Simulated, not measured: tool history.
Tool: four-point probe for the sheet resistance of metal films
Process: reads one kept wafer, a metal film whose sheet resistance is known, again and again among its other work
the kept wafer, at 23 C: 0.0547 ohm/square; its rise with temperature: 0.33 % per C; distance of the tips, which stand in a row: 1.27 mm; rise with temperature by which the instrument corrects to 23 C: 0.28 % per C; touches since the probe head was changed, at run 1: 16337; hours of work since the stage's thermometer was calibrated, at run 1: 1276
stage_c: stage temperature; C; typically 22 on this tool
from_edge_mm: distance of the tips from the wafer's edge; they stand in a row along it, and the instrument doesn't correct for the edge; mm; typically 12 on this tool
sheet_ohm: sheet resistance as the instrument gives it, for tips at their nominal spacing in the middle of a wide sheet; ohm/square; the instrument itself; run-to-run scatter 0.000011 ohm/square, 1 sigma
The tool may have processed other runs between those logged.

| run | hour | stage_c | from_edge_mm | touches since the probe head was changed | hours of work since the stage's thermometer was calibrated | sheet_ohm |
|---|---|---|---|---|---|---|
| 1 | 0.0 | 22 | 12 | 16337 | 1276 | 0.054671 |
|  | 23.6 | stage's thermometer calibrated |
| 2 | 23.6 | 22 | 12 | 16667 | 0 | 0.054655 |
| 3 | 43.9 | 22 | 12 | 16956 | 14 | 0.054630 |
| 4 | 64.6 | 22 | 75 | 17253 | 27 | 0.054308 |
| 5 | 87.7 | 22 | 75 | 17583 | 43 | 0.054336 |
| 6 | 117.2 | 22 | 75 | 18005 | 63 | 0.054318 |
| 7 | 132.8 | 22 | 75 | 18227 | 73 | 0.054322 |
| 8 | 155.4 | 22 | 12 | 18550 | 88 | 0.054639 |
|  | 157.4 | stage's thermometer calibrated, once more |
| 9 | 180.5 | 22 | 12 | 18901 | 15 | 0.054713 |
| 10 | 195.9 | 22 | 6 | 19122 | 26 | 0.055636 |
| 11 | 210.4 | 22 | 6 | 19330 | 35 | 0.055679 |
| 12 | 225.5 | 22 | 19 | 19545 | 46 | 0.054484 |
| 13 | 242.0 | 22 | 12 | 19780 | 57 | 0.054698 |
| 14 | 259.2 | 22 | 12 | 20027 | 68 | 0.054703 |
| 15 | 281.9 | 22 | 12 | 20350 | 83 | 0.054681 |
| 16 | 296.5 | 22 | 12 | 20559 | 93 | 0.054702 |
| 17 | 320.6 | 22 | 12 | 20904 | 109 | 0.054701 |
| 18 | 350.4 | 22 | 12 | 21329 | 129 | 0.054697 |
| 19 | 373.4 | 22 | 12 | 21658 | 144 | 0.054665 |
| 20 | 388.7 | 22 | 12 | 21877 | 155 | 0.054679 |
| 21 | 410.4 | 22 | 12 | 22187 | 169 | 0.054670 |
| 22 | 429.5 | 22 | 12 | 22460 | 182 | 0.054691 |
| 23 | 445.9 | 22 | 12 | 22693 | 193 | 0.054691 |
| 24 | 470.9 | 22 | 36 | 23051 | 210 | 0.054410 |
| 25 | 498.2 | 22 | 36 | 23441 | 228 | 0.054400 |
| 26 | 529.7 | 22 | 36 | 23892 | 249 | 0.054397 |
| 27 | 554.4 | 22 | 36 | 24244 | 265 | 0.054374 |
| 28 | 571.2 | 22 | 36 | 24484 | 277 | 0.054409 |
| 29 | 599.6 | 30 | 5 | 24890 | 296 | 0.056360 |
| 30 | 626.7 | 30 | 5 | 25277 | 314 | 0.056343 |
| 31 | 646.9 | 30 | 5 | 25566 | 327 | 0.056352 |
| 32 | 674.7 | 23 | 20 | 25963 | 346 | 0.054469 |
| 33 | 693.1 | 23 | 20 | 26225 | 358 | 0.054488 |
| 34 | 720.3 | 23 | 20 | 26614 | 376 | 0.054501 |
| 35 | 733.2 | 23 | 20 | 26799 | 385 | 0.054492 |
| 36 | 751.4 | 23 | 8 | 27058 | 397 | 0.055098 |
| 37 | 769.2 | 27 | 56 | 27313 | 409 | 0.054467 |
| 38 | 787.2 | 27 | 56 | 27570 | 421 | 0.054458 |
| 39 | 802.1 | 35 | 12 | 27783 | 431 | 0.054973 |
| 40 | 828.2 | 35 | 12 | 28156 | 448 | 0.054964 |
| 41 | 847.1 | 35 | 12 | 28426 | 461 | 0.054985 |
| 42 | 869.3 | 21 | 9 | 28744 | 476 | 0.054883 |
| 43 | 898.6 | 20 | 23 | 29163 | 496 | 0.054358 |
| 44 | 921.2 | 19 | 27 | 29485 | 511 | 0.054317 |
| 45 | 935.4 | 19 | 27 | 29688 | 520 | 0.054302 |

Predict each of these 3 candidate next runs independently; none follows another, all start after run 45:
| A | 949.1 | 22 | 19 | 29884 | 529 | ? |
| B | 949.1 | 22 | 3 | 29884 | 529 | ? |
| C | 949.1 | 20 | 27 | 29884 | 529 | ? |

| run | sheet_ohm |
|---|---|
| A | 0.054462 |
| B | 0.059085 |
| C | 0.054340 |
Had the tool no hidden state, the same runs would have come out as:
| run | sheet_ohm |
|---|---|
| A | 0.054812 |
| B | 0.059463 |
| C | 0.054689 |

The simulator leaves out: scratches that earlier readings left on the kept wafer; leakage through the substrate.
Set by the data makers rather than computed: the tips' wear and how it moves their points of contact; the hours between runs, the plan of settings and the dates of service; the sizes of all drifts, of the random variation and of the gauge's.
